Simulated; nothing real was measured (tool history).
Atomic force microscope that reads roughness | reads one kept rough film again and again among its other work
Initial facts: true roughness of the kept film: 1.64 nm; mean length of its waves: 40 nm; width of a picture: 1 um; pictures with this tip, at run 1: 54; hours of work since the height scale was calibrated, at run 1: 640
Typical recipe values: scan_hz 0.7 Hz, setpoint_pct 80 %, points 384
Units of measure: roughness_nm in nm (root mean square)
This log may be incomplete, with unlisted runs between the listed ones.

run,day,scan_hz,setpoint_pct,points,pictures with this tip,hours of work since the height scale was calibrated,roughness_nm
1,0,0.7,80,384,54,640,1.5
2,1.25,0.7,80,384,114,660,1.443
3,1.946,0.7,80,384,147,670,1.418
# day 2.525: new tip fitted
4,2.846,0.7,80,384,16,684,1.534
5,3.554,0.7,80,384,49,695,1.489
6,4.342,0.7,80,384,87,707,1.458
7,5.471,0.7,62,384,141,724,1.411
# day 6.167: new tip fitted
8,6.825,1.838,80,384,31,744,1.45
9,7.471,0.7,80,448,62,754,1.487
10,8.358,0.7,80,654,104,768,1.46
11,8.996,0.7,80,384,134,778,1.423
12,9.704,0.7,56,384,168,789,1.417
# day 9.825: new tip fitted
13,10.838,0.7,56,384,48,806,1.521
14,11.725,0.7,56,384,90,819,1.473
15,12.321,0.7,80,384,118,828,1.432
16,12.904,0.7,80,384,146,837,1.412
# day 13.488: new tip fitted
17,14.083,0.7,80,346,28,855,1.517
18,15.217,0.7,80,346,82,872,1.434
19,16.017,0.7,57,346,120,885,1.452
# day 17.179: new tip fitted
20,17.179,0.7,80,384,0,902,1.534
21,18.292,0.7,80,478,52,919,1.491
22,19.525,0.7,80,478,111,938,1.442
23,20.096,0.7,80,478,138,947,1.42
# day 20.842: new tip fitted
24,20.983,0.7,80,478,6,960,1.541
25,21.9,0.7,80,384,50,974,1.487
26,23.054,0.7,80,384,105,992,1.45
27,24.417,1.212,85,728,170,1013,1.36
# day 24.512: new tip fitted
28,25.754,3.847,86,839,59,1033,1.29
29,26.9,2.604,85,1008,114,1051,1.32
# day 28.15: new tip fitted
30,28.15,1.389,56,446,0,1070,1.558
31,29.429,1.389,86,446,61,1089,1.415
32,30.088,1.389,86,446,93,1099,1.396
33,31.017,3.266,59,842,137,1113,1.413
# day 31.771: new tip fitted
34,31.9,2.186,59,842,6,1127,1.541
35,33.054,2.186,59,842,61,1144,1.488
36,33.742,3.645,59,770,93,1155,1.436
37,34.492,1.296,62,382,129,1166,1.433
# day 35.433: new tip fitted
38,35.862,1.296,62,382,20,1187,1.548
39,36.733,0.7,78,265,62,1200,1.478
40,37.821,1.836,75,384,113,1217,1.386
41,38.617,1.907,80,384,151,1229,1.334
# day 39.096: new tip fitted
42,39.438,0.7,76,324,16,1242,1.504
43,40.654,3.032,75,862,74,1260,1.391
44,41.788,0.903,67,872,128,1278,1.446
45,42.371,0.903,67,872,156,1287,1.423
# day 42.754: new tip fitted
46,43.312,1.047,80,457,27,1301,1.493
47,44.108,1.047,87,277,65,1313,1.427
48,45.112,2.554,63,631,112,1328,1.41
49,46.279,2.609,72,872,168,1346,1.347
# day 46.396: new tip fitted
50,47.421,3.032,80,322,49,1363,1.362
51,48.642,3.032,80,322,107,1382,1.32

Each row is a separate what-if for the run after 51, all from the same tool condition, not one after another. Results?
A,49.862,0.7,80,832,165,1401,?
B,49.862,3.032,80,442,165,1401,?
C,49.862,1.769,85,301,165,1401,?

run,roughness_nm
A,1.399
B,1.289
C,1.308
With the hidden condition removed and each run's random variation left untouched, the same runs would have given:
run,roughness_nm
A,1.561
B,1.438
C,1.46
